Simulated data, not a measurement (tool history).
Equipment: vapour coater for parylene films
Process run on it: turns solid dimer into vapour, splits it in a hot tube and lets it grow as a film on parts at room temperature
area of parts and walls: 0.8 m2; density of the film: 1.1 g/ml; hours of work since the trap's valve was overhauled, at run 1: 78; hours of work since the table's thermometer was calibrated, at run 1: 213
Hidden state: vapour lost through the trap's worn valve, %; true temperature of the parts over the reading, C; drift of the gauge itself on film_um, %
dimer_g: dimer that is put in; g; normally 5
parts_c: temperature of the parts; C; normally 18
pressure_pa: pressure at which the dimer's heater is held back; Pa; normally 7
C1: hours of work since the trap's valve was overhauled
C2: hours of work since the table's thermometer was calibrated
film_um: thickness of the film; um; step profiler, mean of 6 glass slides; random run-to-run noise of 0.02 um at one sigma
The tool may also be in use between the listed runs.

Run 1, hour 0: usual settings; C1 78; C2 213. Result: film_um 3.4 um.
Run 2, hour 31.9: usual settings; C1 98; C2 233. Result: film_um 3.43 um.
Run 3, hour 69.8: usual settings; C1 121; C2 256. Result: film_um 3.43 um.
Run 4, hour 106.4: usual settings; C1 143; C2 278. Result: film_um 3.45 um.
Run 5, hour 147: usual settings; C1 168; C2 303. Result: film_um 3.39 um.
Run 6, hour 174.7: usual settings; C1 185; C2 320. Result: film_um 3.41 um.
Run 7, hour 217.9: usual settings; C1 212; C2 347. Result: film_um 3.39 um.
At hour 237.3: trap's valve overhauled.
Run 8, hour 266.9: usual settings; C1 18; C2 374. Result: film_um 3.45 um.
Run 9, hour 318.6: usual settings but dimer_g 2 g, parts_c 24 C; C1 50; C2 406. Result: film_um 1.23 um.
Run 10, hour 349: usual settings but dimer_g 2 g, parts_c 24 C; C1 69; C2 425. Result: film_um 1.26 um.
Run 11, hour 371.1: usual settings but parts_c 25 C, pressure_pa 4.71 Pa; C1 82; C2 438. Result: film_um 3.32 um.
Run 12, hour 408.7: usual settings but dimer_g 4 g, parts_c 17 C, pressure_pa 6.24 Pa; C1 105; C2 461. Result: film_um 2.83 um.

Expected results for the next run?
Run 13, hour 450.9: usual settings but dimer_g 3 g, parts_c 30 C, pressure_pa 4.98 Pa; C1 131; C2 487. Result: film_um ?.

film_um: 1.83 um
The same run, on a tool lacking any hidden state, would have yielded film_um 1.86 um.

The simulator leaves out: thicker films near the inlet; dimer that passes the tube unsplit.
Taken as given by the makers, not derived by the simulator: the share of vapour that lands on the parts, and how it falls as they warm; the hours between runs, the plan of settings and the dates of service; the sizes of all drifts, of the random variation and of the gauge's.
